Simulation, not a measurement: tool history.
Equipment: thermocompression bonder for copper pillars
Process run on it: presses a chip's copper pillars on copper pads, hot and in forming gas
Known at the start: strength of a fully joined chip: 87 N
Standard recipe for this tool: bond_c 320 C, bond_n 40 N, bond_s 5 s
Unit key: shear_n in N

run 1 hour=0 | bond_c=320 bond_n=40 bond_s=5 | shear_n=31.5
run 2 hour=25.5 | bond_c=320 bond_n=40 bond_s=5 | shear_n=31.4
run 3 hour=57.7 | bond_c=342 bond_n=40 bond_s=5 | shear_n=37.6
run 4 hour=81.9 | bond_c=342 bond_n=40 bond_s=5 | shear_n=36.8
run 5 hour=116.4 | bond_c=342 bond_n=40 bond_s=5 | shear_n=36.8
run 6 hour=152.6 | bond_c=342 bond_n=40 bond_s=5 | shear_n=36.7
run 7 hour=179 | bond_c=342 bond_n=40 bond_s=5 | shear_n=36.2
run 8 hour=212.6 | bond_c=320 bond_n=33 bond_s=5 | shear_n=27.6
run 9 hour=237.5 | bond_c=320 bond_n=33 bond_s=5 | shear_n=27.4
run 10 hour=263.4 | bond_c=320 bond_n=33 bond_s=5 | shear_n=27.7
-- hour=288.5 forming gas filter changed
run 11 hour=297.1 | bond_c=343 bond_n=40 bond_s=5 | shear_n=36.8
run 12 hour=330.3 | bond_c=343 bond_n=40 bond_s=5 | shear_n=36.9
-- hour=334 heater calibrated with a thermocouple chip
run 13 hour=350.8 | bond_c=343 bond_n=40 bond_s=5 | shear_n=36.5
run 14 hour=371.8 | bond_c=343 bond_n=40 bond_s=5 | shear_n=36.6
run 15 hour=395.3 | bond_c=343 bond_n=40 bond_s=5 | shear_n=36.1
-- hour=413.8 heater calibrated with a thermocouple chip, once more
run 16 hour=434 | bond_c=320 bond_n=40 bond_s=5 | shear_n=32.3
run 17 hour=462.3 | bond_c=320 bond_n=40 bond_s=5 | shear_n=32.2
run 18 hour=478.4 | bond_c=320 bond_n=40 bond_s=5 | shear_n=31.8
run 19 hour=493.5 | bond_c=320 bond_n=40 bond_s=5 | shear_n=31.8
run 20 hour=524.3 | bond_c=320 bond_n=40 bond_s=13 | shear_n=44.7
run 21 hour=543.8 | bond_c=320 bond_n=30 bond_s=3 | shear_n=21.1
run 22 hour=560.9 | bond_c=320 bond_n=35 bond_s=7 | shear_n=34
run 23 hour=587.7 | bond_c=320 bond_n=35 bond_s=7 | shear_n=33.4
run 24 hour=603.7 | bond_c=320 bond_n=56 bond_s=7 | shear_n=42.2
run 25 hour=625.4 | bond_c=320 bond_n=56 bond_s=7 | shear_n=41.6
run 26 hour=645.7 | bond_c=320 bond_n=56 bond_s=7 | shear_n=41.6
run 27 hour=666.6 | bond_c=320 bond_n=56 bond_s=7 | shear_n=41.9
run 28 hour=683 | bond_c=320 bond_n=56 bond_s=7 | shear_n=41.2
run 29 hour=698 | bond_c=320 bond_n=56 bond_s=7 | shear_n=41.6
-- hour=719.9 forming gas filter changed
run 30 hour=726.9 | bond_c=303 bond_n=56 bond_s=7 | shear_n=38
run 31 hour=749.7 | bond_c=303 bond_n=56 bond_s=7 | shear_n=37.7
run 32 hour=774.1 | bond_c=303 bond_n=56 bond_s=7 | shear_n=37.4
run 33 hour=805.9 | bond_c=320 bond_n=40 bond_s=12 | shear_n=43.5
run 34 hour=837.7 | bond_c=328 bond_n=51 bond_s=4 | shear_n=34.8
run 35 hour=872.9 | bond_c=349 bond_n=40 bond_s=3 | shear_n=31.9
run 36 hour=909.2 | bond_c=334 bond_n=30 bond_s=14 | shear_n=44.3
run 37 hour=928.4 | bond_c=325 bond_n=25 bond_s=14 | shear_n=37.7
run 38 hour=958.7 | bond_c=327 bond_n=32 bond_s=5 | shear_n=29.3
run 39 hour=975.4 | bond_c=345 bond_n=37 bond_s=5 | shear_n=35.7

Below are 3 alternative next runs, each starting from the tool's condition after run 39. Predict each:
run A hour=1009.2 | bond_c=347 bond_n=40 bond_s=5 | shear_n=?
run B hour=1009.2 | bond_c=295 bond_n=24 bond_s=8 | shear_n=?
run C hour=1009.2 | bond_c=323 bond_n=26 bond_s=5 | shear_n=?

run=A shear_n=37.5
run=B shear_n=22.3
run=C shear_n=24.8
Without the tool's unlogged condition, the same runs would have read:
run=A shear_n=39.2
run=B shear_n=23.7
run=C shear_n=26.1
